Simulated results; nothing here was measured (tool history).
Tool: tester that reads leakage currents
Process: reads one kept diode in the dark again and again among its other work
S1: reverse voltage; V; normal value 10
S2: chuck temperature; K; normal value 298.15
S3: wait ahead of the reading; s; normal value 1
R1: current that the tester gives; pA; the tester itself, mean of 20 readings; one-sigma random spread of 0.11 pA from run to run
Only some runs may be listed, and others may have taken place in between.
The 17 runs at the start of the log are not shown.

run 18 hour=2294.8 | S1=10 S2=328.15 S3=1 | R1=384.56
run 19 hour=2489.3 | S1=10 S2=328.15 S3=1 | R1=384.79
run 20 hour=2634.9 | S1=10 S2=328.15 S3=1 | R1=382.74
run 21 hour=2735.5 | S1=9.3 S2=303.15 S3=2.22 | R1=55.45
run 22 hour=2923 | S1=9.3 S2=294.15 S3=4.83 | R1=31.23
run 23 hour=3071.1 | S1=9.3 S2=312.15 S3=9.94 | R1=108.45
run 24 hour=3234.3 | S1=9.3 S2=312.15 S3=9.94 | R1=108.73
run 25 hour=3317.5 | S1=13.7 S2=298.15 S3=5.97 | R1=52.11
run 26 hour=3438 | S1=10.2 S2=298.15 S3=5.97 | R1=43.92
run 27 hour=3628.4 | S1=10.2 S2=298.15 S3=5.97 | R1=44.62
run 28 hour=3716.4 | S1=8.9 S2=298.15 S3=5.97 | R1=41.67
run 29 hour=3853.9 | S1=8.9 S2=298.15 S3=5.97 | R1=41.94
run 30 hour=4040.1 | S1=6 S2=321.15 S3=2.66 | R1=181.99
run 31 hour=4167.6 | S1=6 S2=321.15 S3=2.66 | R1=182.26
run 32 hour=4310.3 | S1=8.1 S2=310.15 S3=0.63 | R1=93.83
run 33 hour=4509.6 | S1=8.1 S2=310.15 S3=0.63 | R1=94.41
-- hour=4678.6 chuck's temperature calibrated
run 34 hour=4708.8 | S1=8.1 S2=310.15 S3=0.63 | R1=101.09
-- hour=4798.4 probe card cleaned and baked
run 35 hour=4803.7 | S1=3.9 S2=328.15 S3=1.1 | R1=273.62
run 36 hour=4891 | S1=3.2 S2=303.15 S3=1.1 | R1=31.51
run 37 hour=5049.9 | S1=1.5 S2=326.15 S3=1 | R1=163.51
run 38 hour=5239 | S1=5.5 S2=298.15 S3=1 | R1=25.8
run 39 hour=5423.8 | S1=5.5 S2=298.15 S3=1 | R1=26.02

Below are 3 alternative next runs, each starting from the tool's condition after run 39. Predict each:
run A hour=5571.4 | S1=10 S2=298.15 S3=0.31 | R1=?
run B hour=5571.4 | S1=5.5 S2=307.15 S3=9.93 | R1=?
run C hour=5571.4 | S1=2 S2=313.15 S3=2.66 | R1=?

run=A R1=41.08
run=B R1=54.53
run=C R1=62.5
Without the tool's unlogged condition, the same runs would have read:
run=A R1=38.09
run=B R1=53.65
run=C R1=63.02

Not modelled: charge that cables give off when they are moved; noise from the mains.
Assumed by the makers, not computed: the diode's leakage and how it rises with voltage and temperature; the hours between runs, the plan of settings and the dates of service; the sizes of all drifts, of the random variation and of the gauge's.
